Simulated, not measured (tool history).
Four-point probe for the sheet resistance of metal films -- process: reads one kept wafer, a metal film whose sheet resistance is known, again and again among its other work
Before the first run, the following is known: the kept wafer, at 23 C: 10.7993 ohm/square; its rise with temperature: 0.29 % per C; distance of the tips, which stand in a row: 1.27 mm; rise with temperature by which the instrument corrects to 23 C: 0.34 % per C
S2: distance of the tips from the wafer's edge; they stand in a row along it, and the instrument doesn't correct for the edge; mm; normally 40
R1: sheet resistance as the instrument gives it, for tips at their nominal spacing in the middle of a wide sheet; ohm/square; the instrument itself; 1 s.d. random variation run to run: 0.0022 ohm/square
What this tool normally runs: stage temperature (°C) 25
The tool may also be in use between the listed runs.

Run 1, day 0.000: usual settings. Result: R1 10.765320 ohm/square.
Run 2, day 1.875: usual settings. Result: R1 10.774903 ohm/square.
Run 3, day 3.954: usual settings. Result: R1 10.777222 ohm/square.
Run 4, day 6.562: usual settings. Result: R1 10.779759 ohm/square.
Run 5, day 7.738: usual settings. Result: R1 10.786233 ohm/square.
Run 6, day 9.992: usual settings. Result: R1 10.786170 ohm/square.
Run 7, day 11.662: usual settings but S2 12 mm. Result: R1 10.845345 ohm/square.
Run 8, day 13.992: usual settings but S2 12 mm. Result: R1 10.848877 ohm/square.
Run 9, day 15.150: usual settings but S2 12 mm. Result: R1 10.851621 ohm/square.
Run 10, day 16.454: usual settings but S2 7 mm. Result: R1 10.973370 ohm/square.
Run 11, day 18.275: usual settings but S2 7 mm. Result: R1 10.978291 ohm/square.
Run 12, day 20.033: usual settings but stage temperature (°C) 32. Result: R1 10.758447 ohm/square.
Run 13, day 22.650: usual settings but stage temperature (°C) 32. Result: R1 10.765745 ohm/square.
Run 14, day 23.921: usual settings. Result: R1 10.800965 ohm/square.
Run 15, day 26.075: usual settings. Result: R1 10.806077 ohm/square.
Run 16, day 27.342: usual settings. Result: R1 10.809166 ohm/square.
Run 17, day 29.004: usual settings. Result: R1 10.812704 ohm/square.
Run 18, day 31.150: usual settings. Result: R1 10.813230 ohm/square.
Run 19, day 32.446: usual settings but S2 6 mm. Result: R1 11.063101 ohm/square.
Run 20, day 35.050: usual settings but S2 6 mm. Result: R1 11.075231 ohm/square.
Run 21, day 36.804: usual settings but stage temperature (°C) 18, S2 3 mm. Result: R1 11.807841 ohm/square.
Run 22, day 38.108: usual settings but stage temperature (°C) 18, S2 3 mm. Result: R1 11.812530 ohm/square.
Run 23, day 39.467: usual settings but stage temperature (°C) 18, S2 3 mm. Result: R1 11.812209 ohm/square.
Run 24, day 40.625: usual settings but stage temperature (°C) 18, S2 3 mm. Result: R1 11.810871 ohm/square.
Run 25, day 42.479: usual settings but stage temperature (°C) 34, S2 6 mm. Result: R1 11.041967 ohm/square.
Run 26, day 44.646: usual settings but stage temperature (°C) 33, S2 35 mm. Result: R1 10.797746 ohm/square.
Run 27, day 46.271: usual settings but stage temperature (°C) 33, S2 35 mm. Result: R1 10.797685 ohm/square.
Run 28, day 48.788: usual settings but stage temperature (°C) 33, S2 8 mm. Result: R1 10.940189 ohm/square.
Run 29, day 50.258: usual settings but stage temperature (°C) 26, S2 42 mm. Result: R1 10.835820 ohm/square.
Run 30, day 52.604: usual settings but stage temperature (°C) 24, S2 42 mm. Result: R1 10.852286 ohm/square.
Run 31, day 54.933: usual settings but stage temperature (°C) 21, S2 58 mm. Result: R1 10.872061 ohm/square.
Run 32, day 56.088: usual settings but S2 7 mm. Result: R1 11.037974 ohm/square.
Run 33, day 58.383: usual settings but stage temperature (°C) 33, S2 8 mm. Result: R1 10.953838 ohm/square.
Run 34, day 59.804: usual settings but stage temperature (°C) 28, S2 7 mm. Result: R1 11.026322 ohm/square.
Run 35, day 61.138: usual settings but stage temperature (°C) 20, S2 38 mm. Result: R1 10.887004 ohm/square.
Run 36, day 62.558: usual settings but stage temperature (°C) 22, S2 31 mm. Result: R1 10.880641 ohm/square.
Run 37, day 64.812: usual settings but stage temperature (°C) 29, S2 6 mm. Result: R1 11.090803 ohm/square.
Run 38, day 67.400: usual settings but stage temperature (°C) 24, S2 6 mm. Result: R1 11.125022 ohm/square.
Run 39, day 69.408: usual settings but stage temperature (°C) 21, S2 14 mm. Result: R1 10.935049 ohm/square.

Taken out of this log: 1 entry between the listed runs. Where each belongs, and how the hidden state differs across it:
In the gap between runs 19 and 20: stage's thermometer calibrated (day 33.788)
  inner tips' distance over the nominal, %: 0.25 -> 0.28; tips' flats over new ones', %: 43 -> 46; wafer's true temperature over the reading, C: -0.29 -> -0.08
  what was measured, less what the result would be without the hidden state, R1: +0.020567 -> +0.030746 ohm/square
